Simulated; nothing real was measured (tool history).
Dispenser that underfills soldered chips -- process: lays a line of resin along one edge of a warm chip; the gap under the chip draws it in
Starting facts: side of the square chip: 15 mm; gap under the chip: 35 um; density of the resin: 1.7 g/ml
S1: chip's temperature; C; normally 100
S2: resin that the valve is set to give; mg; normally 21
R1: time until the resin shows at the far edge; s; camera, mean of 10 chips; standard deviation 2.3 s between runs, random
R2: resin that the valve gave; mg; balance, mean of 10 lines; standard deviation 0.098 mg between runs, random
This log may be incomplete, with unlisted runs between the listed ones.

{"run": 1, "hour": 0.0, "S1": 100, "S2": 21, "R1": 359.5, "R2": 20.25}
{"hour": 2.9, "done": "new syringe of resin"}
{"run": 2, "hour": 8.7, "S1": 100, "S2": 25.2, "R1": 292.9, "R2": 24.22}
{"hour": 13.8, "done": "new syringe of resin"}
{"run": 3, "hour": 15.0, "S1": 100, "S2": 27, "R1": 237, "R2": 25.92}
{"run": 4, "hour": 23.1, "S1": 100, "S2": 27, "R1": 365.3, "R2": 25.75}
{"hour": 24.8, "done": "new syringe of resin"}
{"run": 5, "hour": 30.7, "S1": 100, "S2": 27, "R1": 299.7, "R2": 25.84}
{"hour": 35.5, "done": "new syringe of resin"}
{"run": 6, "hour": 37.9, "S1": 110, "S2": 21, "R1": 187.4, "R2": 20.08}
{"hour": 46.4, "done": "new syringe of resin"}
{"run": 7, "hour": 49.1, "S1": 93, "S2": 21, "R1": 323.5, "R2": 20}
{"hour": 56.9, "done": "new syringe of resin"}
{"run": 8, "hour": 61.8, "S1": 100, "S2": 21, "R1": 296.8, "R2": 19.99}
{"hour": 66.7, "done": "dispensing valve cleaned and set on the balance"}
{"hour": 69.0, "done": "new syringe of resin"}
{"run": 9, "hour": 70.9, "S1": 100, "S2": 21, "R1": 248, "R2": 20.93}
{"hour": 79.8, "done": "new syringe of resin"}
{"run": 10, "hour": 80.4, "S1": 98, "S2": 21, "R1": 247.8, "R2": 20.93}
{"run": 11, "hour": 89.0, "S1": 98, "S2": 18.2, "R1": 413.2, "R2": 18.13}
{"hour": 90.5, "done": "new syringe of resin"}
{"run": 12, "hour": 99.6, "S1": 98, "S2": 18.2, "R1": 394.5, "R2": 18.12}
{"hour": 101.0, "done": "new syringe of resin"}
{"run": 13, "hour": 106.0, "S1": 100, "S2": 21, "R1": 293.8, "R2": 20.86}
{"hour": 111.5, "done": "new syringe of resin"}
{"run": 14, "hour": 113.6, "S1": 100, "S2": 21, "R1": 246.4, "R2": 20.79}
{"run": 15, "hour": 120.0, "S1": 100, "S2": 21, "R1": 345, "R2": 20.69}
{"hour": 122.9, "done": "new syringe of resin"}
{"run": 16, "hour": 129.5, "S1": 100, "S2": 21, "R1": 308.2, "R2": 20.53}
{"hour": 134.2, "done": "new syringe of resin"}
{"run": 17, "hour": 139.6, "S1": 92, "S2": 21, "R1": 390.1, "R2": 20.82}
{"hour": 145.0, "done": "new syringe of resin"}
{"run": 18, "hour": 147.5, "S1": 92, "S2": 21, "R1": 325, "R2": 20.64}
{"run": 19, "hour": 153.3, "S1": 92, "S2": 21, "R1": 444.7, "R2": 20.65}
{"hour": 155.9, "done": "new syringe of resin"}
{"run": 20, "hour": 164.3, "S1": 92, "S2": 21, "R1": 446.9, "R2": 20.28}
{"hour": 166.9, "done": "new syringe of resin"}
{"run": 21, "hour": 173.7, "S1": 107, "S2": 24.5, "R1": 249, "R2": 24.07}
{"hour": 177.7, "done": "new syringe of resin"}
{"run": 22, "hour": 179.5, "S1": 94, "S2": 23.2, "R1": 287.5, "R2": 22.53}
{"hour": 188.4, "done": "new syringe of resin"}
{"run": 23, "hour": 190.9, "S1": 94, "S2": 23.2, "R1": 299.8, "R2": 22.57}
{"run": 24, "hour": 198.3, "S1": 111, "S2": 19.3, "R1": 271.2, "R2": 18.55}
{"hour": 199.3, "done": "new syringe of resin"}
{"run": 25, "hour": 209.2, "S1": 89, "S2": 20.3, "R1": 556.1, "R2": 19.58}
{"hour": 210.2, "done": "new syringe of resin"}
{"run": 26, "hour": 214.8, "S1": 113, "S2": 24.4, "R1": 184.4, "R2": 23.76}
{"hour": 221.4, "done": "new syringe of resin"}
{"run": 27, "hour": 227.0, "S1": 100, "S2": 20, "R1": 303.3, "R2": 19.38}
{"hour": 232.3, "done": "new syringe of resin"}
{"run": 28, "hour": 234.3, "S1": 100, "S2": 23, "R1": 246.4, "R2": 22.08}
{"run": 29, "hour": 239.7, "S1": 100, "S2": 22, "R1": 327.4, "R2": 20.97}
{"hour": 243.3, "done": "new syringe of resin"}
{"run": 30, "hour": 249.5, "S1": 111, "S2": 21.4, "R1": 219.8, "R2": 20.35}
{"hour": 254.3, "done": "new syringe of resin"}
{"run": 31, "hour": 258.9, "S1": 111, "S2": 21.4, "R1": 202.6, "R2": 20.36}
{"hour": 265.1, "done": "new syringe of resin"}
{"run": 32, "hour": 266.0, "S1": 109, "S2": 25.8, "R1": 172.7, "R2": 24.67}
{"run": 33, "hour": 271.8, "S1": 93, "S2": 23.7, "R1": 394.7, "R2": 22.63}

Forecast each of these 3 alternatives for the next run:
{"hour": 275.6, "done": "new syringe of resin"}
{"run": "A", "hour": 283.2, "S1": 99, "S2": 23.5, "R1": "?", "R2": "?"}
{"hour": 275.6, "done": "new syringe of resin"}
{"run": "B", "hour": 283.2, "S1": 109, "S2": 20.1, "R1": "?", "R2": "?"}
{"hour": 275.6, "done": "new syringe of resin"}
{"run": "C", "hour": 283.2, "S1": 105, "S2": 18.3, "R1": "?", "R2": "?"}

run=A R1=345.5 R2=22.34
run=B R1=262.6 R2=18.98
run=C R1=301.1 R2=17.22
With the hidden condition removed and each run's random variation left untouched, the same runs would have given:
run=A R1=228 R2=23.58
run=B R1=172.2 R2=20.04
run=C R1=196.4 R2=18.18

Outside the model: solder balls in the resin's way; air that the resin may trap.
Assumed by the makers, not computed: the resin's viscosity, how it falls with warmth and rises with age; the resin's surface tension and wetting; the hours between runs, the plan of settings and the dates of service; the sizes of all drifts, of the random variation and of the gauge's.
